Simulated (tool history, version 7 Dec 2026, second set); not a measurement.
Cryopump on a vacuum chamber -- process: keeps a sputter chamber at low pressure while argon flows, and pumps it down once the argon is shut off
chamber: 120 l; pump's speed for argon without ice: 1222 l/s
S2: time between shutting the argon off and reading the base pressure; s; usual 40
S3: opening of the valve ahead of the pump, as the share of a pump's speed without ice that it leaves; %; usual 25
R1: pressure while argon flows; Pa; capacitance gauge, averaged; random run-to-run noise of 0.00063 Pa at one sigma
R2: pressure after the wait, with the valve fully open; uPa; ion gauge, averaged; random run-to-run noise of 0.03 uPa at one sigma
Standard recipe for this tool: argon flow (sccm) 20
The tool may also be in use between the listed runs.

Run 1, day 0.000: usual settings. Result: R1 0.1162 Pa, R2 2.84 uPa.
Run 2, day 2.062: usual settings. Result: R1 0.1166 Pa, R2 2.76 uPa.
Run 3, day 4.083: usual settings but argon flow (sccm) 10. Result: R1 0.0581 Pa, R2 2.78 uPa.
Run 4, day 5.804: usual settings but S3 38 %. Result: R1 0.0791 Pa, R2 2.77 uPa.
Run 5, day 8.125: usual settings but S3 38 %. Result: R1 0.0788 Pa, R2 2.78 uPa.
Run 6, day 10.229: usual settings but S3 21 %. Result: R1 0.1393 Pa, R2 2.81 uPa.
Run 7, day 12.392: usual settings. Result: R1 0.1181 Pa, R2 2.89 uPa.
At day 13.375: pump warmed up, emptied and cooled again.
Run 8, day 14.004: usual settings. Result: R1 0.1108 Pa, R2 2.55 uPa.
Run 9, day 16.300: usual settings. Result: R1 0.1111 Pa, R2 2.61 uPa.
Run 10, day 18.517: usual settings but S2 68 s. Result: R1 0.1116 Pa, R2 2.18 uPa.
Run 11, day 20.338: usual settings. Result: R1 0.1132 Pa, R2 2.60 uPa.
Run 12, day 22.225: usual settings. Result: R1 0.1125 Pa, R2 2.71 uPa.
Run 13, day 24.071: usual settings but S3 21 %. Result: R1 0.1344 Pa, R2 2.79 uPa.
Run 14, day 26.121: usual settings but argon flow (sccm) 26, S2 121 s, S3 48 %. Result: R1 0.0796 Pa, R2 1.97 uPa.
Run 15, day 28.446: usual settings but argon flow (sccm) 15, S3 29 %. Result: R1 0.0739 Pa, R2 2.82 uPa.
Run 16, day 30.100: usual settings but S2 133 s, S3 20 %. Result: R1 0.1422 Pa, R2 1.98 uPa.
Run 17, day 31.708: usual settings but argon flow (sccm) 27, S2 156 s, S3 49 %. Result: R1 0.0819 Pa, R2 1.86 uPa.
Run 18, day 34.121: usual settings but argon flow (sccm) 27, S2 156 s, S3 49 %. Result: R1 0.0830 Pa, R2 1.95 uPa.
Run 19, day 35.633: usual settings but argon flow (sccm) 27, S2 156 s, S3 49 %. Result: R1 0.0844 Pa, R2 1.97 uPa.
At day 36.367: leaking fittings of the chamber tightened, without venting.
Run 20, day 37.275: usual settings but argon flow (sccm) 9, S2 41 s, S3 16 %. Result: R1 0.0805 Pa, R2 1.65 uPa.
Run 21, day 38.708: usual settings but argon flow (sccm) 23, S2 130 s. Result: R1 0.1343 Pa, R2 0.75 uPa.
Run 22, day 40.492: usual settings but argon flow (sccm) 12, S2 274 s, S3 44 %. Result: R1 0.0412 Pa, R2 0.57 uPa.
Run 23, day 42.033: usual settings but argon flow (sccm) 19, S2 69 s, S3 42 %. Result: R1 0.0687 Pa, R2 1.12 uPa.
Run 24, day 44.308: usual settings but argon flow (sccm) 19, S2 69 s, S3 42 %. Result: R1 0.0705 Pa, R2 1.15 uPa.

3 options for the next run, each taken on its own from the tool as it stands now. Forecast them:
Run A, day 46.729: usual settings but argon flow (sccm) 21, S2 173 s, S3 21 %. Result: R1 ?, R2 ?.
Run B, day 46.729: usual settings but argon flow (sccm) 19, S2 45 s. Result: R1 ?, R2 ?.
Run C, day 46.729: usual settings but argon flow (sccm) 37, S2 69 s, S3 20 %. Result: R1 ?, R2 ?.

run      R1    R2
  A  0.1468  0.73
  B  0.1132  1.59
  C  0.2739  1.20
With the hidden condition removed and each run's random variation left untouched, the same runs would have given:
run      R1    R2
  A  0.1381  0.53
  B  0.1052  1.40
  C  0.2583  1.01
